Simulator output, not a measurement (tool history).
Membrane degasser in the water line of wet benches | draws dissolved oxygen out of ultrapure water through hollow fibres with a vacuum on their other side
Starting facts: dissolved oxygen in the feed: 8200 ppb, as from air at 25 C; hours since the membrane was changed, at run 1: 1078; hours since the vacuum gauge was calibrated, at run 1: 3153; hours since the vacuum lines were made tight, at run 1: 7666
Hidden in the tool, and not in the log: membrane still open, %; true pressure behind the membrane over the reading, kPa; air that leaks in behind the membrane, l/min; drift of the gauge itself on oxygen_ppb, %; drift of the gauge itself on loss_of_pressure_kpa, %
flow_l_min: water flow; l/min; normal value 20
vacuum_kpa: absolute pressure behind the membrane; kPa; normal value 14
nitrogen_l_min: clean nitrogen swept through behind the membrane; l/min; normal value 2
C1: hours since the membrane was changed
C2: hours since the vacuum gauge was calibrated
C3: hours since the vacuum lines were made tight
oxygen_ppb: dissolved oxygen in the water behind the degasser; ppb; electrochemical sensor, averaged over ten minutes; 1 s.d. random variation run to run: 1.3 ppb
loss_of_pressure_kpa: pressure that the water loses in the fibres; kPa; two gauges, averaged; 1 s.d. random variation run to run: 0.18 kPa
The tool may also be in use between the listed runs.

Run 1, hour 0: usual settings; C1 1078; C2 3153; C3 7666. Result: oxygen_ppb 274.6 ppb, loss_of_pressure_kpa 34.24 kPa.
Run 2, hour 50.4: usual settings but flow_l_min 19 l/min; C1 1129; C2 3204; C3 7717. Result: oxygen_ppb 259.7 ppb, loss_of_pressure_kpa 32.51 kPa.
Run 3, hour 101.2: usual settings but flow_l_min 19 l/min; C1 1179; C2 3254; C3 7767. Result: oxygen_ppb 256.7 ppb, loss_of_pressure_kpa 32.55 kPa.
Run 4, hour 149.6: usual settings but flow_l_min 23 l/min; C1 1228; C2 3303; C3 7816. Result: oxygen_ppb 314.8 ppb, loss_of_pressure_kpa 39.85 kPa.
Run 5, hour 188.3: usual settings but flow_l_min 23 l/min; C1 1267; C2 3342; C3 7855. Result: oxygen_ppb 316.1 ppb, loss_of_pressure_kpa 39.66 kPa.
Run 6, hour 225.4: usual settings but flow_l_min 23 l/min; C1 1304; C2 3379; C3 7892. Result: oxygen_ppb 313.9 ppb, loss_of_pressure_kpa 39.74 kPa.
Run 7, hour 281.3: usual settings but flow_l_min 23 l/min; C1 1360; C2 3435; C3 7948. Result: oxygen_ppb 316.4 ppb, loss_of_pressure_kpa 39.59 kPa.
Run 8, hour 339.2: usual settings but flow_l_min 23 l/min; C1 1418; C2 3492; C3 8006. Result: oxygen_ppb 316.6 ppb, loss_of_pressure_kpa 39.07 kPa.
Run 9, hour 401.6: usual settings but flow_l_min 23 l/min; C1 1480; C2 3555; C3 8068. Result: oxygen_ppb 317.1 ppb, loss_of_pressure_kpa 39.45 kPa.
At hour 405.5: vacuum gauge calibrated.
Run 10, hour 461.4: usual settings but flow_l_min 23 l/min; C1 1539; C2 56; C3 8127. Result: oxygen_ppb 318.1 ppb, loss_of_pressure_kpa 39.78 kPa.
Run 11, hour 512.1: usual settings but flow_l_min 23 l/min; C1 1590; C2 107; C3 8178. Result: oxygen_ppb 317.9 ppb, loss_of_pressure_kpa 39.75 kPa.
At hour 540.6: vacuum gauge calibrated, once more.
Run 12, hour 569.9: usual settings; C1 1647; C2 29; C3 8235. Result: oxygen_ppb 271.8 ppb, loss_of_pressure_kpa 34.19 kPa.
Run 13, hour 638.1: usual settings but vacuum_kpa 19 kPa; C1 1715; C2 97; C3 8303. Result: oxygen_ppb 388.8 ppb, loss_of_pressure_kpa 34.26 kPa.
Run 14, hour 686.3: usual settings but vacuum_kpa 19 kPa; C1 1764; C2 146; C3 8352. Result: oxygen_ppb 383.2 ppb, loss_of_pressure_kpa 34.17 kPa.
Run 15, hour 741: usual settings but vacuum_kpa 19 kPa; C1 1818; C2 200; C3 8406. Result: oxygen_ppb 383.2 ppb, loss_of_pressure_kpa 34.7 kPa.
Run 16, hour 808.3: usual settings but flow_l_min 15 l/min; C1 1886; C2 268; C3 8474. Result: oxygen_ppb 205.5 ppb, loss_of_pressure_kpa 25.96 kPa.
Run 17, hour 871.3: usual settings but flow_l_min 26 l/min, vacuum_kpa 8.7 kPa; C1 1949; C2 331; C3 8537. Result: oxygen_ppb 200.9 ppb, loss_of_pressure_kpa 44.9 kPa.
Run 18, hour 921.4: usual settings but flow_l_min 23 l/min, vacuum_kpa 13.8 kPa, nitrogen_l_min 5.63 l/min; C1 1999; C2 381; C3 8587. Result: oxygen_ppb 133 ppb, loss_of_pressure_kpa 39.68 kPa.
Run 19, hour 979.8: usual settings but flow_l_min 13 l/min, vacuum_kpa 9.8 kPa, nitrogen_l_min 1.13 l/min; C1 2057; C2 439; C3 8645. Result: oxygen_ppb 186.6 ppb, loss_of_pressure_kpa 22.43 kPa.
Run 20, hour 1026.1: usual settings but flow_l_min 19 l/min, vacuum_kpa 17.3 kPa; C1 2103; C2 485; C3 8691. Result: oxygen_ppb 334.5 ppb, loss_of_pressure_kpa 32.52 kPa.
Run 21, hour 1088.2: usual settings but flow_l_min 19 l/min, vacuum_kpa 17.3 kPa; C1 2165; C2 548; C3 8753. Result: oxygen_ppb 329.8 ppb, loss_of_pressure_kpa 32.76 kPa.
Run 22, hour 1136.2: usual settings but flow_l_min 19 l/min, vacuum_kpa 20.5 kPa, nitrogen_l_min 4.02 l/min; C1 2214; C2 596; C3 8802. Result: oxygen_ppb 217.3 ppb, loss_of_pressure_kpa 32.92 kPa.
At hour 1169.2: seals of the vacuum lines changed.
Run 23, hour 1187.9: usual settings but flow_l_min 19 l/min, vacuum_kpa 20.5 kPa, nitrogen_l_min 4.02 l/min; C1 2263; C2 645; C3 19. Result: oxygen_ppb 210.3 ppb, loss_of_pressure_kpa 32.94 kPa.
Run 24, hour 1251.7: usual settings but flow_l_min 23 l/min, vacuum_kpa 16 kPa, nitrogen_l_min 4.02 l/min; C1 2327; C2 709; C3 83. Result: oxygen_ppb 197.5 ppb, loss_of_pressure_kpa 39.64 kPa.
Run 25, hour 1293.4: usual settings but flow_l_min 16 l/min, vacuum_kpa 9.1 kPa, nitrogen_l_min 4.02 l/min; C1 2369; C2 751; C3 124. Result: oxygen_ppb 65.2 ppb, loss_of_pressure_kpa 27.8 kPa.
Run 26, hour 1340.2: usual settings but vacuum_kpa 21.4 kPa, nitrogen_l_min 5.72 l/min; C1 2415; C2 798; C3 171. Result: oxygen_ppb 169.5 ppb, loss_of_pressure_kpa 34.95 kPa.
Run 27, hour 1406.7: usual settings but vacuum_kpa 21.4 kPa, nitrogen_l_min 5.72 l/min; C1 2482; C2 864; C3 237. Result: oxygen_ppb 171.4 ppb, loss_of_pressure_kpa 34.64 kPa.
Run 28, hour 1474.2: usual settings but vacuum_kpa 21.4 kPa, nitrogen_l_min 5.72 l/min; C1 2550; C2 932; C3 305. Result: oxygen_ppb 169.4 ppb, loss_of_pressure_kpa 34.41 kPa.
Run 29, hour 1515.4: usual settings but flow_l_min 26 l/min, vacuum_kpa 10.4 kPa, nitrogen_l_min 2.11 l/min; C1 2591; C2 973; C3 346. Result: oxygen_ppb 238.2 ppb, loss_of_pressure_kpa 44.85 kPa.
Run 30, hour 1560.1: usual settings but vacuum_kpa 13.4 kPa, nitrogen_l_min 2.23 l/min; C1 2635; C2 1018; C3 391. Result: oxygen_ppb 229.7 ppb, loss_of_pressure_kpa 34.67 kPa.
Run 31, hour 1628.2: usual settings but flow_l_min 14 l/min, nitrogen_l_min 1.03 l/min; C1 2703; C2 1086; C3 459. Result: oxygen_ppb 335.7 ppb, loss_of_pressure_kpa 24.39 kPa.

Per-run results on a tool with no hidden state, each run keeping its own random variation:
run  oxygen_ppb  loss_of_pressure_kpa
  1       263.9                 34.06
  2         249                 32.34
  3         246                 32.37
  4       303.8                 39.62
  5         305                 39.43
  6       302.9                 39.49
  7         305                 39.33
  8       305.1                 38.81
  9       305.5                 39.17
 10       305.2                 39.49
 11       304.9                 39.45
 12       262.6                 33.93
 13       375.4                 33.98
 14       369.9                 33.89
 15       369.7                 34.41
 16       195.3                 25.73
 17         195                 44.49
 18       127.6                 39.31
 19         177                 22.22
 20       321.3                 32.19
 21       316.7                 32.43
 22       207.2                 32.58
 23       208.8                 32.59
 24       195.4                  39.2
 25        64.3                 27.49
 26       167.8                 34.56
 27       169.6                 34.24
 28       167.5                    34
 29       234.7                 44.31
 30       227.1                 34.25
 31       332.8                 24.09

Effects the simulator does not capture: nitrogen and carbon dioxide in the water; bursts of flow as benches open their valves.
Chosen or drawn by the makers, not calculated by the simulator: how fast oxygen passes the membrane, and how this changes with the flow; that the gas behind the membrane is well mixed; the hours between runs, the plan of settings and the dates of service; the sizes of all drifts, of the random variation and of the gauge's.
